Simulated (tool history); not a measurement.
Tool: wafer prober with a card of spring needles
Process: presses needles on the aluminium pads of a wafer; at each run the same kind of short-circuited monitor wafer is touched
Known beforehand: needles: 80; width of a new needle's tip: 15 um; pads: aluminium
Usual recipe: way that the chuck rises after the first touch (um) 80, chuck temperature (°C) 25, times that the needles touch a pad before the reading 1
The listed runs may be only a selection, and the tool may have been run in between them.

| run | day | way that the chuck rises after the first touch (um) | chuck temperature (°C) | times that the needles touch a pad before the reading | resistance of one needle with its contact and lead (mohm) | way that a needle slides on the pad (um) |
|---|---|---|---|---|---|---|
| 1 | 0 | 80 | 25 | 1 | 152 | 14.207 |
| 2 | 0.429 | 80 | 25 | 1 | 166 | 14.208 |
| 3 | 0.867 | 80 | 25 | 1 | 177 | 14.217 |
|  | 1.133 | tips cleaned on abrasive film |
| 4 | 1.388 | 80 | 25 | 1 | 165 | 14.205 |
| 5 | 1.704 | 80 | 35 | 1 | 170 | 14.185 |
| 6 | 1.971 | 80 | 35 | 1 | 175 | 14.192 |
|  | 2.242 | tips cleaned on abrasive film |
| 7 | 2.429 | 80 | 35 | 1 | 160 | 14.201 |
| 8 | 2.788 | 80 | 34 | 1 | 168 | 14.202 |
| 9 | 3.292 | 80 | 34 | 1 | 176 | 14.199 |
|  | 3.354 | tips cleaned on abrasive film |
| 10 | 3.725 | 80 | 34 | 1 | 168 | 14.177 |
| 11 | 4.142 | 80 | 34 | 1 | 172 | 14.176 |
|  | 4.488 | tips cleaned on abrasive film |
| 12 | 4.488 | 73 | 25 | 1 | 155 | 12.923 |
| 13 | 4.871 | 73 | 25 | 1 | 165 | 12.926 |
| 14 | 5.321 | 73 | 25 | 1 | 176 | 12.941 |
|  | 5.612 | tips cleaned on abrasive film |
| 15 | 5.775 | 86 | 25 | 1 | 158 | 15.22 |
| 16 | 6.033 | 71 | 25 | 1 | 169 | 12.557 |
| 17 | 6.408 | 71 | 25 | 1 | 177 | 12.57 |
| 18 | 6.692 | 71 | 25 | 1 | 184 | 12.546 |
|  | 6.725 | tips cleaned on abrasive film |
| 19 | 6.979 | 71 | 25 | 1 | 165 | 12.556 |
| 20 | 7.192 | 73 | 35 | 1 | 172 | 12.904 |
| 21 | 7.542 | 80 | 71 | 1 | 181 | 14.146 |
|  | 7.85 | tips cleaned on abrasive film |
| 22 | 7.95 | 69 | 45 | 1 | 162 | 12.18 |
| 23 | 8.454 | 73 | 26 | 1 | 172 | 12.889 |
| 24 | 8.712 | 67 | 40 | 1 | 186 | 11.817 |
|  | 8.954 | tips cleaned on abrasive film |
| 25 | 9.046 | 61 | 41 | 1 | 165 | 10.77 |
| 26 | 9.312 | 94 | 25 | 2 | 158 | 16.638 |
| 27 | 9.617 | 94 | 25 | 2 | 162 | 16.633 |
| 28 | 9.896 | 76 | 25 | 3 | 161 | 13.413 |
|  | 10.083 | tips cleaned on abrasive film |
| 29 | 10.417 | 76 | 25 | 3 | 160 | 13.422 |
| 30 | 10.642 | 76 | 83 | 3 | 169 | 13.424 |

Run 31 has not been measured yet. What should we expect?
| 31 | 11.154 | 80 | 25 | 1 | ? | ? |

For run 31 the tool returned resistance of one needle with its contact and lead (mohm) 176, way that a needle slides on the pad (um) 14.124.
With no hidden state in the tool, this same run would have given resistance of one needle with its contact and lead (mohm) 152, way that a needle slides on the pad (um) 14.242.

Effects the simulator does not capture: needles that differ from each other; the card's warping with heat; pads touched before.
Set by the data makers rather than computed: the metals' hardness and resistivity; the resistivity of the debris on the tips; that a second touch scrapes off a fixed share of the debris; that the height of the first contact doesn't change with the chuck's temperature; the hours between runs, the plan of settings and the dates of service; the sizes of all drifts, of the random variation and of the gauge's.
